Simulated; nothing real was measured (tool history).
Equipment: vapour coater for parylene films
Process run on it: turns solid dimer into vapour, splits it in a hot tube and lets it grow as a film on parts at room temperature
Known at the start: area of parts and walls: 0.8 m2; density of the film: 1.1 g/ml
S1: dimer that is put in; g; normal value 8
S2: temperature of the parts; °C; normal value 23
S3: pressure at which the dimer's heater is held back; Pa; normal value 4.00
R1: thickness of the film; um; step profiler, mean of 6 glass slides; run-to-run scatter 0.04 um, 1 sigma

{"run": 1, "day": 0.0, "S1": 8, "S2": 23, "S3": 4.0, "R1": 4.26}
{"run": 2, "day": 1.271, "S1": 7, "S2": 23, "S3": 4.0, "R1": 3.67}
{"run": 3, "day": 3.338, "S1": 7, "S2": 23, "S3": 4.0, "R1": 3.67}
{"run": 4, "day": 4.792, "S1": 7, "S2": 23, "S3": 4.0, "R1": 3.56}
{"run": 5, "day": 6.617, "S1": 7, "S2": 23, "S3": 4.0, "R1": 3.55}
{"day": 6.921, "done": "trap's valve overhauled"}
{"run": 6, "day": 8.971, "S1": 7, "S2": 23, "S3": 4.0, "R1": 3.33}
{"run": 7, "day": 11.333, "S1": 5, "S2": 23, "S3": 7.68, "R1": 2.11}
{"run": 8, "day": 12.808, "S1": 5, "S2": 23, "S3": 11.6, "R1": 1.97}
{"run": 9, "day": 14.408, "S1": 5, "S2": 23, "S3": 11.6, "R1": 1.9}
{"day": 16.329, "done": "trap's valve overhauled, once more"}
{"run": 10, "day": 16.788, "S1": 7, "S2": 21, "S3": 8.46, "R1": 3.68}

Below are 5 alternative next runs, each starting from the tool's condition after run 10. Predict each:
{"run": "A", "day": 17.875, "S1": 8, "S2": 21, "S3": 2.34, "R1": "?"}
{"run": "B", "day": 17.875, "S1": 8, "S2": 33, "S3": 2.04, "R1": "?"}
{"run": "C", "day": 17.875, "S1": 3, "S2": 23, "S3": 4.0, "R1": "?"}
{"run": "D", "day": 17.875, "S1": 7, "S2": 21, "S3": 2.82, "R1": "?"}
{"run": "E", "day": 17.875, "S1": 7, "S2": 21, "S3": 8.46, "R1": "?"}

run=A R1=4.86
run=B R1=3.70
run=C R1=1.65
run=D R1=4.19
run=E R1=3.64
Had the tool no hidden state, the same runs would have come out as:
run=A R1=4.84
run=B R1=3.68
run=C R1=1.64
run=D R1=4.17
run=E R1=3.63
